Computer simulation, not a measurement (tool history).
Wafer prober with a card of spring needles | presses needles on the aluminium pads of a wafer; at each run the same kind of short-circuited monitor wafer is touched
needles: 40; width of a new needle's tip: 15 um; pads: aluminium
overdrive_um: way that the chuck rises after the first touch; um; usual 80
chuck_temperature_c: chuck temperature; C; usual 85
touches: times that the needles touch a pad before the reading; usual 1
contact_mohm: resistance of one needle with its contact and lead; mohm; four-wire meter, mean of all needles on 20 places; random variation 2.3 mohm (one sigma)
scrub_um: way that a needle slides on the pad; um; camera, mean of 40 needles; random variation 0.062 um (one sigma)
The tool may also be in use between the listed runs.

run,hour,overdrive_um,chuck_temperature_c,touches,contact_mohm,scrub_um
1,0.0,80,85,1,289,13.97
# hour 1.9: tips cleaned on abrasive film
# hour 10.3: tips cleaned on abrasive film
# hour 20.9: tips cleaned on abrasive film
# hour 30.8: tips cleaned on abrasive film
# hour 39.3: tips cleaned on abrasive film
2,41.9,61,85,1,285,10.51
# hour 48.1: tips cleaned on abrasive film
# hour 58.6: tips cleaned on abrasive film
3,61.6,80,85,1,278,13.94
# hour 67.8: tips cleaned on abrasive film
# hour 76.3: tips cleaned on abrasive film
# hour 76.6: height of the first contact set anew
# hour 87.1: tips cleaned on abrasive film
4,87.3,80,85,1,266,13.87
# hour 95.8: tips cleaned on abrasive film
# hour 105.9: tips cleaned on abrasive film
5,107.1,80,85,1,272,13.86
# hour 115.5: tips cleaned on abrasive film
# hour 125.8: tips cleaned on abrasive film
# hour 136.4: tips cleaned on abrasive film
# hour 146.2: tips cleaned on abrasive film
6,149.2,80,81,1,280,13.82
# hour 155.5: tips cleaned on abrasive film
# hour 165.8: tips cleaned on abrasive film
7,171.6,68,81,1,296,11.75
# hour 175.9: tips cleaned on abrasive film
# hour 184.3: tips cleaned on abrasive film
# hour 188.7: height of the first contact set anew, once more
# hour 194.8: tips cleaned on abrasive film
8,202.1,68,81,1,297,12.07
# hour 204.3: tips cleaned on abrasive film
# hour 212.8: tips cleaned on abrasive film
# hour 221.2: tips cleaned on abrasive film
# hour 231.6: tips cleaned on abrasive film
9,233.8,68,81,1,278,12.28
# hour 240.2: tips cleaned on abrasive film
# hour 250.5: tips cleaned on abrasive film
# hour 259.0: tips cleaned on abrasive film
10,265.1,80,85,1,287,14.34
# hour 269.4: tips cleaned on abrasive film
# hour 277.8: tips cleaned on abrasive film
# hour 288.0: tips cleaned on abrasive film
11,291.5,80,92,1,286,14.23
# hour 297.9: tips cleaned on abrasive film
# hour 308.0: tips cleaned on abrasive film
# hour 317.2: tips cleaned on abrasive film
12,317.2,80,92,1,266,14.27
# hour 327.5: tips cleaned on abrasive film
# hour 337.9: tips cleaned on abrasive film
# hour 346.3: tips cleaned on abrasive film
# hour 356.5: tips cleaned on abrasive film
13,357.5,80,92,1,271,14.26
# hour 365.9: tips cleaned on abrasive film
# hour 376.5: tips cleaned on abrasive film
14,377.3,80,92,1,267,14.15
# hour 385.8: tips cleaned on abrasive film
# hour 396.3: tips cleaned on abrasive film
# hour 406.7: tips cleaned on abrasive film
15,414.0,80,92,1,295,14.23
# hour 416.1: tips cleaned on abrasive film
# hour 426.7: tips cleaned on abrasive film
16,431.7,80,44,1,273,14.19
# hour 436.0: tips cleaned on abrasive film
# hour 446.4: tips cleaned on abrasive film
# hour 456.7: tips cleaned on abrasive film
# hour 466.2: tips cleaned on abrasive film
17,469.1,80,29,3,254,13.89
# hour 475.4: tips cleaned on abrasive film
# hour 483.9: tips cleaned on abrasive film
# hour 493.5: tips cleaned on abrasive film
18,493.5,80,29,3,251,13.93
# hour 502.0: tips cleaned on abrasive film
# hour 510.4: tips cleaned on abrasive film
# hour 520.9: tips cleaned on abrasive film
# hour 531.4: tips cleaned on abrasive film
19,533.1,77,62,3,260,13.46
# hour 541.5: tips cleaned on abrasive film
# hour 551.9: tips cleaned on abrasive film
# hour 561.9: tips cleaned on abrasive film
# hour 571.9: tips cleaned on abrasive film
20,571.9,77,62,3,255,13.37
# hour 580.3: tips cleaned on abrasive film
# hour 590.7: tips cleaned on abrasive film
# hour 600.9: tips cleaned on abrasive film
# hour 601.2: height of the first contact set anew
# hour 609.6: tips cleaned on abrasive film
21,613.8,77,62,2,272,13.87
# hour 619.8: tips cleaned on abrasive film
# hour 628.3: tips cleaned on abrasive film
# hour 636.7: tips cleaned on abrasive film
22,640.0,80,60,1,274,14.28
# hour 646.1: tips cleaned on abrasive film
# hour 654.5: tips cleaned on abrasive film
23,662.1,97,103,1,283,17.28
# hour 664.2: tips cleaned on abrasive film
# hour 674.7: tips cleaned on abrasive film
# hour 683.1: tips cleaned on abrasive film
24,685.8,92,85,2,265,16.28
# hour 692.2: tips cleaned on abrasive film
# hour 702.7: tips cleaned on abrasive film
# hour 711.2: tips cleaned on abrasive film
25,714.0,72,85,2,280,12.77
# hour 720.4: tips cleaned on abrasive film
# hour 730.8: tips cleaned on abrasive film
26,735.5,80,52,3,257,14.16
# hour 739.8: tips cleaned on abrasive film
# hour 750.3: tips cleaned on abrasive film
# hour 760.6: tips cleaned on abrasive film
# hour 771.1: tips cleaned on abrasive film
27,771.3,80,34,3,250,14.01

Forecast each of these 3 alternatives for the next run:
# hour 779.6: tips cleaned on abrasive film
# hour 790.0: tips cleaned on abrasive film
A,795.3,94,85,3,?,?
# hour 779.6: tips cleaned on abrasive film
# hour 790.0: tips cleaned on abrasive film
B,795.3,80,85,1,?,?
# hour 779.6: tips cleaned on abrasive film
# hour 790.0: tips cleaned on abrasive film
C,795.3,71,34,3,?,?

run,contact_mohm,scrub_um
A,265,16.60
B,286,14.19
C,261,12.53
Without the tool's hidden state the same runs would have given:
run,contact_mohm,scrub_um
A,257,16.81
B,259,14.39
C,248,12.74
